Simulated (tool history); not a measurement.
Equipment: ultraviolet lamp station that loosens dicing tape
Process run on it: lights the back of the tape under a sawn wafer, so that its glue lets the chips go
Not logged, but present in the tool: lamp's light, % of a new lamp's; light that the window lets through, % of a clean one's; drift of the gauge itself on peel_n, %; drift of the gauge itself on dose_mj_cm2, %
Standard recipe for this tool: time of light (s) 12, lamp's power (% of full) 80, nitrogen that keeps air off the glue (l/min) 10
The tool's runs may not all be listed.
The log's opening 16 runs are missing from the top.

run	hour	time of light (s)	lamp's power (% of full)	nitrogen that keeps air off the glue (l/min)	hours of work of the lamp	hours of work since the window was cleaned	force that peels the tape off (N)	light that reached the tape (J/m2)
17	152.4	12	80	16	233	23	0.480	2890
18	164.2	12	80	16	242	32	0.476	2820
19	175.3	12	80	16	250	40	0.491	2840
20	184.2	10	92	16	256	46	0.555	2710
21	193.9	12	70	10	263	53	0.855	2420
22	205.1	18	61	10	271	61	0.485	3220
23	214.1	18	61	10	278	68	0.492	3160
24	226.7	24	94	10	287	77	0.214	6510
25	239.5	11	80	19	296	86	0.589	2540
26	248.2	11	80	19	303	93	0.590	2520
27	254.4	11	80	19	307	97	0.605	2520
28	265.5	8	100	9	315	105	1.094	2290
29	274.8	23	78	15	322	112	0.240	5110
30	283.1	8	63	9	328	118	2.432	1380
31	289.4	7	80	10	332	122	2.009	1580
32	295.7	7	80	10	337	127	2.025	1580
33	308.0	7	80	10	346	136	2.073	1560
34	318.6	12	80	10	353	144	0.748	2680
35	329.0	13	74	3	361	151	1.622	2690
36	338.5	13	74	3	368	158	1.596	2720
37	350.7	12	94	3	377	167	1.201	3120

Consider 4 possible next runs. They are alternatives, not a sequence: every one starts from the tool as it was left by run 37. What does each give?
A	361.4	24	94	11	384	175	?	?
B	361.4	21	66	3	384	175	?	?
C	361.4	12	94	5	384	175	?	?
D	361.4	11	73	5	384	175	?	?

run	force that peels the tape off (N)	light that reached the tape (J/m2)
A	0.216	6190
B	0.818	3790
C	0.840	3110
D	1.666	2210
Had the tool no hidden state, the same runs would have come out as:
run	force that peels the tape off (N)	light that reached the tape (J/m2)
A	0.211	7150
B	0.600	4370
C	0.617	3590
D	1.284	2560

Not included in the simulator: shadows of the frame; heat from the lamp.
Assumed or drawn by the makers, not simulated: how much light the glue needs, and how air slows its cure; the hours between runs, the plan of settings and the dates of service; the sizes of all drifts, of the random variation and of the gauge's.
